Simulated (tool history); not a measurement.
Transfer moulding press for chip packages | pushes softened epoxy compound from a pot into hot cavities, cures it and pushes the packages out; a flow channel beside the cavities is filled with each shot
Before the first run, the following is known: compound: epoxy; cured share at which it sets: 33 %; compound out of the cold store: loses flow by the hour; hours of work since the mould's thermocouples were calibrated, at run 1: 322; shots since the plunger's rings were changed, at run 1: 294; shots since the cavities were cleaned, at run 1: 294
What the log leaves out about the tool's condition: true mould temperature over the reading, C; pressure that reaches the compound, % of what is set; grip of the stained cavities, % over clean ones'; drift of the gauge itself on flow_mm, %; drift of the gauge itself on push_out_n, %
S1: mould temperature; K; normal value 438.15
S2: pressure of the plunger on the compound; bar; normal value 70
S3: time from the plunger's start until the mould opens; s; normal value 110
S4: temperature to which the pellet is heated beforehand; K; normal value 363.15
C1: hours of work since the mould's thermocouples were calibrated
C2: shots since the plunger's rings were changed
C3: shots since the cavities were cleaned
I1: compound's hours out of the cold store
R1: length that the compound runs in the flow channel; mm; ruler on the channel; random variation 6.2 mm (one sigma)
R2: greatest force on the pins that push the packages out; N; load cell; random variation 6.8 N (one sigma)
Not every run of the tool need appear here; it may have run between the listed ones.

run	hour	S1	S2	S3	S4	C1	C2	C3	I1	R1	R2
1	0	438.15	70	110	363.15	322	294	294	14.3	998	429
2	44.1	438.15	70	110	363.15	347	719	719	31.7	899	500
# hour 70.4: cavities cleaned with cleaning compound and waxed
3	84.4	438.15	70	110	363.15	370	1093	135	20.2	940	347
4	132.9	438.15	70	110	363.15	398	1562	604	29.4	891	450
# hour 172.7: cavities cleaned with cleaning compound and waxed
5	183.7	438.15	70	110	363.15	426	2037	105	9.1	990	328
6	259	438.15	70	110	363.15	470	2763	831	38.8	829	488
# hour 274.4: plunger's sealing rings changed
# hour 275.9: cavities cleaned with cleaning compound and waxed
7	347.3	438.15	73.2	110	363.15	519	689	689	13.3	1020	514
# hour 373.1: cavities cleaned with cleaning compound and waxed
8	399.4	438.15	70	110	363.15	548	1178	255	36.1	869	359
9	454	438.15	56.2	110	363.15	580	1704	781	11.6	870	484
# hour 477.1: cavities cleaned with cleaning compound and waxed
10	522.8	438.15	56.2	110	363.15	619	2353	441	15.8	844	417
# hour 582: plunger's sealing rings changed
# hour 583.5: cavities cleaned with cleaning compound and waxed
11	585.3	438.15	56.2	110	363.15	652	18	18	27.1	836	292
12	640.1	438.15	56.2	115	363.15	684	546	546	24.4	832	400
# hour 683.5: cavities cleaned with cleaning compound and waxed
13	725	438.15	56.2	115	363.15	732	1351	400	28.8	811	363
# hour 744.7: mould's thermocouples calibrated
# hour 788.8: cavities cleaned with cleaning compound and waxed
14	796.2	438.15	56.2	115	363.15	29	2004	71	29.9	797	294
15	844.1	439.15	60.6	133	362.15	57	2467	534	40.9	769	344
# hour 890.1: plunger's sealing rings changed
# hour 891.6: cavities cleaned with cleaning compound and waxed
16	891.6	443.15	70	111	364.15	82	0	0	14	994	242
17	946.1	443.15	67.9	110	363.15	113	526	526	16.2	952	376
# hour 989.8: cavities cleaned with cleaning compound and waxed
18	1004.3	443.15	61.6	110	361.15	146	1072	139	16	901	274
19	1059.4	443.15	61.6	110	361.15	178	1604	671	27	840	379

Forecast run 20:
# hour 1092.1: cavities cleaned with cleaning compound and waxed
20	1108.5	432.15	61.6	110	361.15	206	2063	157	14.8	?	?

R1: 925 mm
R2: 557 N
Take away the tool's hidden state, keep the run-to-run variation as it was, and the same run would have given R1 960 mm, R2 461 N.

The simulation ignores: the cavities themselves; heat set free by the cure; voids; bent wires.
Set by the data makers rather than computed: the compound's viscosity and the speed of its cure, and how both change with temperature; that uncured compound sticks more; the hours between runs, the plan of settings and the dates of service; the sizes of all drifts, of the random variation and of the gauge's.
